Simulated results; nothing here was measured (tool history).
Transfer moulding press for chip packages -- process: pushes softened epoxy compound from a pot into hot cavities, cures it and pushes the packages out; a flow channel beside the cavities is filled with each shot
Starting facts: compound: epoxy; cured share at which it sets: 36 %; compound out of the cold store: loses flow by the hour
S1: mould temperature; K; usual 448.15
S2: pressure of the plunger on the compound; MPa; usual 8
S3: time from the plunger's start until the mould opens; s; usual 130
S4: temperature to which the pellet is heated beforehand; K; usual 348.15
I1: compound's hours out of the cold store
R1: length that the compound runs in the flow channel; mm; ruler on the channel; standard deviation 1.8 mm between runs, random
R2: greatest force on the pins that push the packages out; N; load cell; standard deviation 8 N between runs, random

{"run": 1, "hour": 0.0, "S1": 448.15, "S2": 8, "S3": 130, "S4": 348.15, "I1": 28.2, "R1": 530, "R2": 388}
{"run": 2, "hour": 22.8, "S1": 448.15, "S2": 8, "S3": 130, "S4": 348.15, "I1": 22.5, "R1": 539, "R2": 433}
{"run": 3, "hour": 46.5, "S1": 448.15, "S2": 8, "S3": 130, "S4": 348.15, "I1": 10.6, "R1": 552, "R2": 476}
{"run": 4, "hour": 71.0, "S1": 448.15, "S2": 8, "S3": 130, "S4": 348.15, "I1": 42.9, "R1": 509, "R2": 521}
{"run": 5, "hour": 90.5, "S1": 448.15, "S2": 8, "S3": 169, "S4": 348.15, "I1": 35.2, "R1": 517, "R2": 491}
{"hour": 105.5, "done": "cavities cleaned with cleaning compound and waxed"}
{"run": 6, "hour": 108.9, "S1": 448.15, "S2": 8, "S3": 169, "S4": 348.15, "I1": 39.8, "R1": 511, "R2": 330}
{"run": 7, "hour": 130.3, "S1": 448.15, "S2": 8, "S3": 169, "S4": 348.15, "I1": 17.7, "R1": 535, "R2": 393}
{"run": 8, "hour": 149.9, "S1": 448.15, "S2": 8, "S3": 169, "S4": 348.15, "I1": 39.2, "R1": 509, "R2": 412}
{"run": 9, "hour": 173.5, "S1": 448.15, "S2": 8, "S3": 130, "S4": 348.15, "I1": 38.6, "R1": 507, "R2": 513}
{"run": 10, "hour": 185.3, "S1": 448.15, "S2": 8, "S3": 130, "S4": 348.15, "I1": 36, "R1": 511, "R2": 521}
{"run": 11, "hour": 196.3, "S1": 448.15, "S2": 8, "S3": 135, "S4": 348.15, "I1": 8.5, "R1": 545, "R2": 522}
{"run": 12, "hour": 206.4, "S1": 448.15, "S2": 8, "S3": 135, "S4": 348.15, "I1": 19.4, "R1": 528, "R2": 534}
{"hour": 218.4, "done": "cavities cleaned with cleaning compound and waxed"}
{"run": 13, "hour": 231.1, "S1": 448.15, "S2": 8, "S3": 135, "S4": 348.15, "I1": 30.7, "R1": 514, "R2": 403}
{"run": 14, "hour": 251.5, "S1": 448.15, "S2": 8, "S3": 135, "S4": 348.15, "I1": 34.4, "R1": 507, "R2": 427}
{"run": 15, "hour": 273.8, "S1": 448.15, "S2": 8, "S3": 135, "S4": 348.15, "I1": 41.1, "R1": 498, "R2": 474}
{"run": 16, "hour": 286.2, "S1": 448.15, "S2": 9.82, "S3": 130, "S4": 349.15, "I1": 16.5, "R1": 586, "R2": 521}
{"hour": 294.1, "done": "plunger's sealing rings changed"}
{"run": 17, "hour": 298.8, "S1": 448.15, "S2": 9.69, "S3": 130, "S4": 348.15, "I1": 42.6, "R1": 582, "R2": 512}
{"run": 18, "hour": 320.1, "S1": 448.15, "S2": 9.69, "S3": 164, "S4": 341.15, "I1": 30.2, "R1": 601, "R2": 498}
{"hour": 334.7, "done": "cavities cleaned with cleaning compound and waxed"}
{"run": 19, "hour": 335.3, "S1": 448.15, "S2": 9.69, "S3": 164, "S4": 341.15, "I1": 18.1, "R1": 615, "R2": 316}
{"run": 20, "hour": 346.0, "S1": 446.15, "S2": 6.77, "S3": 164, "S4": 341.15, "I1": 15.7, "R1": 522, "R2": 365}
{"run": 21, "hour": 358.2, "S1": 451.15, "S2": 7, "S3": 130, "S4": 348.15, "I1": 33, "R1": 497, "R2": 399}
{"run": 22, "hour": 382.5, "S1": 445.15, "S2": 6.02, "S3": 117, "S4": 356.15, "I1": 37.8, "R1": 465, "R2": 657}
{"run": 23, "hour": 392.9, "S1": 445.15, "S2": 8.58, "S3": 161, "S4": 354.15, "I1": 12.2, "R1": 594, "R2": 455}
{"run": 24, "hour": 407.4, "S1": 445.15, "S2": 8.58, "S3": 161, "S4": 354.15, "I1": 11.9, "R1": 593, "R2": 477}
{"run": 25, "hour": 420.0, "S1": 456.15, "S2": 8, "S3": 111, "S4": 348.15, "I1": 30.3, "R1": 516, "R2": 482}
{"run": 26, "hour": 441.3, "S1": 456.15, "S2": 8, "S3": 111, "S4": 348.15, "I1": 41.5, "R1": 503, "R2": 525}
{"hour": 448.1, "done": "cavities cleaned with cleaning compound and waxed"}
{"run": 27, "hour": 458.1, "S1": 456.15, "S2": 8, "S3": 111, "S4": 348.15, "I1": 33.3, "R1": 513, "R2": 361}
{"run": 28, "hour": 470.1, "S1": 456.15, "S2": 8, "S3": 111, "S4": 348.15, "I1": 31.5, "R1": 514, "R2": 392}
{"run": 29, "hour": 493.9, "S1": 456.15, "S2": 6.06, "S3": 111, "S4": 348.15, "I1": 45.1, "R1": 433, "R2": 431}
{"run": 30, "hour": 515.1, "S1": 456.15, "S2": 6.06, "S3": 111, "S4": 348.15, "I1": 10.9, "R1": 468, "R2": 477}

What would each run have given without the hidden state, its run-to-run variation left as it was?
What the log doesn't record here: true mould temperature over the reading, C; pressure that reaches the compound, % of what is set; grip of the stained cavities, % over clean ones'; drift of the gauge itself on flow_mm, %; drift of the gauge itself on push_out_n, %.
run=1 R1=547 R2=355
run=2 R1=558 R2=346
run=3 R1=574 R2=342
run=4 R1=530 R2=349
run=5 R1=539 R2=320
run=6 R1=534 R2=310
run=7 R1=561 R2=322
run=8 R1=534 R2=308
run=9 R1=533 R2=350
run=10 R1=538 R2=345
run=11 R1=575 R2=338
run=12 R1=557 R2=341
run=13 R1=544 R2=352
run=14 R1=538 R2=331
run=15 R1=530 R2=336
run=16 R1=624 R2=354
run=17 R1=582 R2=339
run=18 R1=603 R2=320
run=19 R1=617 R2=304
run=20 R1=525 R2=323
run=21 R1=500 R2=325
run=22 R1=469 R2=464
run=23 R1=599 R2=322
run=24 R1=600 R2=320
run=25 R1=523 R2=317
run=26 R1=511 R2=334
run=27 R1=521 R2=320
run=28 R1=524 R2=320
run=29 R1=441 R2=315
run=30 R1=478 R2=325
